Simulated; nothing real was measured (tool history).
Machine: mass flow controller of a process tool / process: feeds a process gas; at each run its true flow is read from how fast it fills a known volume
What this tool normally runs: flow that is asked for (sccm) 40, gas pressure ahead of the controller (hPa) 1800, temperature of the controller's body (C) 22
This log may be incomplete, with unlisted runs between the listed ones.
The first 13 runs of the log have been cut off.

| run | hour | flow that is asked for (sccm) | gas pressure ahead of the controller (hPa) | temperature of the controller's body (C) | true flow (%) |
|---|---|---|---|---|---|
| 14 | 1269.1 | 40 | 1800 | 32 | 101.66 |
| 15 | 1329.4 | 40 | 1800 | 32 | 101.76 |
| 16 | 1385.1 | 40 | 1800 | 32 | 101.78 |
| 17 | 1483.0 | 40 | 2610 | 22 | 100.33 |
| 18 | 1566.6 | 40 | 2610 | 22 | 100.44 |
| 19 | 1672.6 | 40 | 1550 | 22 | 100.73 |
| 20 | 1756.7 | 30 | 1800 | 36 | 101.93 |
| 21 | 1827.1 | 30 | 1800 | 36 | 101.90 |
| 22 | 1946.8 | 38 | 2330 | 22 | 100.47 |
| 23 | 2036.6 | 38 | 2330 | 25 | 100.91 |
| 24 | 2129.1 | 24 | 2330 | 26 | 100.33 |
| 25 | 2253.1 | 8 | 1800 | 22 | 97.93 |
| 26 | 2384.0 | 8 | 1800 | 22 | 97.96 |
| 27 | 2473.2 | 13 | 1800 | 22 | 98.98 |
| 28 | 2572.2 | 34 | 2410 | 22 | 100.40 |
| 29 | 2696.5 | 34 | 2410 | 22 | 100.38 |
| 30 | 2768.3 | 40 | 1800 | 36 | 102.66 |
| 31 | 2873.4 | 27 | 1800 | 24 | 100.48 |
| 32 | 2968.6 | 27 | 1800 | 24 | 100.67 |
| 33 | 3059.7 | 34 | 1520 | 26 | 101.26 |
| 34 | 3125.8 | 40 | 1950 | 22 | 101.01 |
| 35 | 3201.8 | 46 | 1950 | 22 | 101.37 |
| 36 | 3306.7 | 46 | 1950 | 22 | 101.36 |

Branching from run 36: 3 alternative next runs. What would each branch give?
| A | 3396.4 | 34 | 2510 | 30 | ? |
| B | 3396.4 | 19 | 1950 | 23 | ? |
| C | 3396.4 | 40 | 2790 | 22 | ? |

| run | true flow (%) |
|---|---|
| A | 101.53 |
| B | 99.94 |
| C | 101.05 |
Without the tool's unlogged condition, the same runs would have read:
| run | true flow (%) |
|---|---|
| A | 99.79 |
| B | 98.62 |
| C | 99.22 |
